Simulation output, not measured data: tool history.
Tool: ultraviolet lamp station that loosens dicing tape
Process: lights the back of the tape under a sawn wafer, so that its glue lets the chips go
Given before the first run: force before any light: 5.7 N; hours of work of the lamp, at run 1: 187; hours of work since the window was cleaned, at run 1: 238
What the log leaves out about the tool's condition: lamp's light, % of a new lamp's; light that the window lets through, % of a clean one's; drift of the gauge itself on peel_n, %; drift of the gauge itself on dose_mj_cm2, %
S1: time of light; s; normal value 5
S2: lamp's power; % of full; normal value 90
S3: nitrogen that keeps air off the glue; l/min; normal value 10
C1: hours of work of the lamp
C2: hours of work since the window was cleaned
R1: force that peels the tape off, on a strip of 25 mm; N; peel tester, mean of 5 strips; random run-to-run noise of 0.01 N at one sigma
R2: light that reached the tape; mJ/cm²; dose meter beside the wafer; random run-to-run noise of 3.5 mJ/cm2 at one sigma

| run | hour | S1 | S2 | S3 | C1 | C2 | R1 | R2 |
|---|---|---|---|---|---|---|---|---|
| 1 | 0 | 5 | 90 | 10 | 187 | 238 | 0.546 | 500 |
| 2 | 7.5 | 3 | 90 | 10 | 193 | 244 | 1.239 | 300 |
| 3 | 16.5 | 3 | 75 | 10 | 200 | 251 | 1.599 | 250 |
| 4 | 20.7 | 3 | 75 | 10 | 203 | 255 | 1.587 | 249 |
| 5 | 25.5 | 5 | 90 | 10 | 207 | 259 | 0.545 | 497 |
| 6 | 30.8 | 5 | 90 | 10 | 211 | 263 | 0.561 | 498 |
| 7 | 36.7 | 5 | 90 | 10 | 216 | 267 | 0.569 | 498 |
| 8 | 41.5 | 5 | 90 | 10 | 220 | 271 | 0.561 | 496 |
| 9 | 48 | 5 | 90 | 10 | 225 | 276 | 0.546 | 492 |
| 10 | 55.2 | 2 | 89 | 9 | 231 | 282 | 2.224 | 191 |
| 11 | 60.1 | 2 | 89 | 3 | 235 | 286 | 3.066 | 194 |
| 12 | 66.1 | 2 | 89 | 3 | 239 | 291 | 3.097 | 194 |
| 13 | 75.7 | 6 | 62 | 7 | 247 | 298 | 1 | 399 |
| 14 | 81.2 | 3 | 90 | 10 | 251 | 303 | 1.356 | 295 |
| 15 | 87.9 | 3 | 90 | 10 | 256 | 308 | 1.393 | 294 |
| 16 | 94 | 3 | 96 | 4 | 261 | 313 | 1.927 | 305 |

Here are 5 independent what-if runs from the current tool condition. What would each one return?
| A | 99.5 | 5 | 88 | 8 | 266 | 317 | ? | ? |
| B | 99.5 | 8 | 88 | 10 | 266 | 317 | ? | ? |
| C | 99.5 | 8 | 96 | 4 | 266 | 317 | ? | ? |
| D | 99.5 | 9 | 61 | 10 | 266 | 317 | ? | ? |
| E | 99.5 | 10 | 96 | 4 | 266 | 317 | ? | ? |

| run | R1 | R2 |
|---|---|---|
| A | 0.717 | 471 |
| B | 0.294 | 754 |
| C | 0.458 | 819 |
| D | 0.416 | 585 |
| E | 0.322 | 1025 |
With the hidden condition removed and each run's random variation left untouched, the same runs would have given:
| run | R1 | R2 |
|---|---|---|
| A | 0.524 | 568 |
| B | 0.246 | 908 |
| C | 0.344 | 986 |
| D | 0.315 | 704 |
| E | 0.26 | 1234 |
